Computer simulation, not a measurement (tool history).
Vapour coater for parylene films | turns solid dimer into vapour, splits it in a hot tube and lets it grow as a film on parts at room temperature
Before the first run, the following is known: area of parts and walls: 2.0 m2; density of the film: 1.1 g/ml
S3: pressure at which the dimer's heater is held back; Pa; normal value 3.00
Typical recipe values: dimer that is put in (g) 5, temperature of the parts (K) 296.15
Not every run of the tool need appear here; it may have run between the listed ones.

{"run": 1, "hour": 0.0, "dimer that is put in (g)": 5, "temperature of the parts (K)": 296.15, "S3": 3.0, "thickness of the film (µm)": 1.196}
{"run": 2, "hour": 25.4, "dimer that is put in (g)": 6, "temperature of the parts (K)": 296.15, "S3": 3.0, "thickness of the film (µm)": 1.426}
{"run": 3, "hour": 72.9, "dimer that is put in (g)": 6, "temperature of the parts (K)": 296.15, "S3": 3.0, "thickness of the film (µm)": 1.44}
{"run": 4, "hour": 128.1, "dimer that is put in (g)": 6, "temperature of the parts (K)": 296.15, "S3": 3.0, "thickness of the film (µm)": 1.418}
{"run": 5, "hour": 169.3, "dimer that is put in (g)": 6, "temperature of the parts (K)": 296.15, "S3": 3.0, "thickness of the film (µm)": 1.427}
{"hour": 202.3, "done": "trap's valve overhauled"}
{"run": 6, "hour": 227.9, "dimer that is put in (g)": 5, "temperature of the parts (K)": 290.15, "S3": 3.0, "thickness of the film (µm)": 1.512}
{"run": 7, "hour": 274.8, "dimer that is put in (g)": 5, "temperature of the parts (K)": 290.15, "S3": 3.0, "thickness of the film (µm)": 1.505}
{"run": 8, "hour": 300.7, "dimer that is put in (g)": 5, "temperature of the parts (K)": 290.15, "S3": 3.0, "thickness of the film (µm)": 1.506}
{"run": 9, "hour": 334.6, "dimer that is put in (g)": 5, "temperature of the parts (K)": 290.15, "S3": 3.0, "thickness of the film (µm)": 1.511}
{"run": 10, "hour": 389.8, "dimer that is put in (g)": 5, "temperature of the parts (K)": 290.15, "S3": 3.0, "thickness of the film (µm)": 1.51}
{"run": 11, "hour": 436.0, "dimer that is put in (g)": 5, "temperature of the parts (K)": 289.15, "S3": 3.0, "thickness of the film (µm)": 1.559}
{"run": 12, "hour": 470.2, "dimer that is put in (g)": 5, "temperature of the parts (K)": 289.15, "S3": 3.0, "thickness of the film (µm)": 1.559}
{"run": 13, "hour": 520.6, "dimer that is put in (g)": 5, "temperature of the parts (K)": 296.15, "S3": 3.0, "thickness of the film (µm)": 1.233}
{"run": 14, "hour": 568.4, "dimer that is put in (g)": 5, "temperature of the parts (K)": 296.15, "S3": 3.0, "thickness of the film (µm)": 1.225}
{"run": 15, "hour": 599.9, "dimer that is put in (g)": 5, "temperature of the parts (K)": 296.15, "S3": 3.0, "thickness of the film (µm)": 1.224}
{"run": 16, "hour": 626.9, "dimer that is put in (g)": 5, "temperature of the parts (K)": 296.15, "S3": 3.0, "thickness of the film (µm)": 1.233}
{"run": 17, "hour": 656.1, "dimer that is put in (g)": 5, "temperature of the parts (K)": 296.15, "S3": 3.0, "thickness of the film (µm)": 1.228}

Estimate the outcome of run 18 from the log above:
{"run": 18, "hour": 700.0, "dimer that is put in (g)": 4, "temperature of the parts (K)": 293.15, "S3": 3.21, "thickness of the film (µm)": "?"}

thickness of the film (µm): 1.060
Minus the tool's unlogged condition, the same run would have read thickness of the film (µm) 1.063.
